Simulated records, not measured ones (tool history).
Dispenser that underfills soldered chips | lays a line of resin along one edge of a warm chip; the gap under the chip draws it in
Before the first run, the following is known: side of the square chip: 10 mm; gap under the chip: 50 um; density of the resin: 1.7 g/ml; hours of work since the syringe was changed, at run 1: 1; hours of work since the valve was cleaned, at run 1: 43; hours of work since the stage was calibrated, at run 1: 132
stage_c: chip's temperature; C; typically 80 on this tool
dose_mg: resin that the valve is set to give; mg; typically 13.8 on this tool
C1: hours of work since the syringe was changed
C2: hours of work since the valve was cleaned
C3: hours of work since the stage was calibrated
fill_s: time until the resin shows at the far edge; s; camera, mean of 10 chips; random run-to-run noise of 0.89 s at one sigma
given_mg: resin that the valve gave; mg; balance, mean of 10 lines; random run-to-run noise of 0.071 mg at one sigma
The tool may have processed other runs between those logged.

{"run": 1, "hour": 0.0, "stage_c": 80, "dose_mg": 13.8, "C1": 1, "C2": 43, "C3": 132, "fill_s": 88.6, "given_mg": 13.26}
{"run": 2, "hour": 4.6, "stage_c": 80, "dose_mg": 13.8, "C1": 4, "C2": 46, "C3": 135, "fill_s": 98.6, "given_mg": 13.37}
{"hour": 8.1, "done": "new syringe of resin"}
{"run": 3, "hour": 10.5, "stage_c": 80, "dose_mg": 13.8, "C1": 2, "C2": 50, "C3": 139, "fill_s": 92, "given_mg": 13.2}
{"run": 4, "hour": 16.9, "stage_c": 80, "dose_mg": 13.8, "C1": 6, "C2": 54, "C3": 143, "fill_s": 107.9, "given_mg": 13.29}
{"hour": 17.6, "done": "new syringe of resin"}
{"run": 5, "hour": 21.1, "stage_c": 80, "dose_mg": 13.8, "C1": 2, "C2": 57, "C3": 146, "fill_s": 93.2, "given_mg": 13.21}
{"run": 6, "hour": 24.3, "stage_c": 80, "dose_mg": 13.8, "C1": 4, "C2": 59, "C3": 148, "fill_s": 100, "given_mg": 13.23}
{"hour": 27.0, "done": "new syringe of resin"}
{"run": 7, "hour": 30.3, "stage_c": 80, "dose_mg": 13.8, "C1": 2, "C2": 63, "C3": 152, "fill_s": 93.4, "given_mg": 13.12}
{"run": 8, "hour": 34.3, "stage_c": 80, "dose_mg": 13.8, "C1": 5, "C2": 65, "C3": 154, "fill_s": 101.7, "given_mg": 13.06}
{"hour": 36.2, "done": "new syringe of resin"}
{"run": 9, "hour": 38.8, "stage_c": 80, "dose_mg": 13.8, "C1": 2, "C2": 68, "C3": 157, "fill_s": 94.2, "given_mg": 13.03}
{"run": 10, "hour": 42.9, "stage_c": 80, "dose_mg": 13.8, "C1": 4, "C2": 71, "C3": 160, "fill_s": 103, "given_mg": 13.15}
{"hour": 45.9, "done": "new syringe of resin"}
{"run": 11, "hour": 46.5, "stage_c": 80, "dose_mg": 17.6, "C1": 0, "C2": 73, "C3": 162, "fill_s": 86.9, "given_mg": 16.42}
{"run": 12, "hour": 49.5, "stage_c": 80, "dose_mg": 11.9, "C1": 2, "C2": 75, "C3": 164, "fill_s": 98.4, "given_mg": 11.11}
{"run": 13, "hour": 54.6, "stage_c": 80, "dose_mg": 11.9, "C1": 6, "C2": 78, "C3": 167, "fill_s": 111.2, "given_mg": 11.24}
{"hour": 55.2, "done": "new syringe of resin"}
{"run": 14, "hour": 60.7, "stage_c": 80, "dose_mg": 13.8, "C1": 4, "C2": 82, "C3": 171, "fill_s": 97.5, "given_mg": 13.01}
{"hour": 64.7, "done": "new syringe of resin"}
{"run": 15, "hour": 64.8, "stage_c": 80, "dose_mg": 13.8, "C1": 0, "C2": 84, "C3": 173, "fill_s": 86, "given_mg": 12.79}
{"hour": 67.3, "done": "dispensing valve cleaned and set on the balance"}
{"run": 16, "hour": 69.6, "stage_c": 80, "dose_mg": 13.8, "C1": 3, "C2": 2, "C3": 176, "fill_s": 92.2, "given_mg": 13.79}
{"run": 17, "hour": 72.8, "stage_c": 80, "dose_mg": 13.8, "C1": 5, "C2": 4, "C3": 178, "fill_s": 100.1, "given_mg": 13.74}
{"hour": 75.1, "done": "new syringe of resin"}
{"run": 18, "hour": 78.1, "stage_c": 80, "dose_mg": 13.8, "C1": 2, "C2": 7, "C3": 181, "fill_s": 93.2, "given_mg": 13.6}

Estimate the outcome of run 19 from the log above:
{"run": 19, "hour": 81.6, "stage_c": 83, "dose_mg": 13.2, "C1": 4, "C2": 9, "C3": 184, "fill_s": "?", "given_mg": "?"}

Run 19 produced fill_s 88.3 s, given_mg 13.09 mg.
Were there no unlogged condition in the tool, this run, its random variation unchanged, would have produced fill_s 72.6 s, given_mg 13.21 mg.
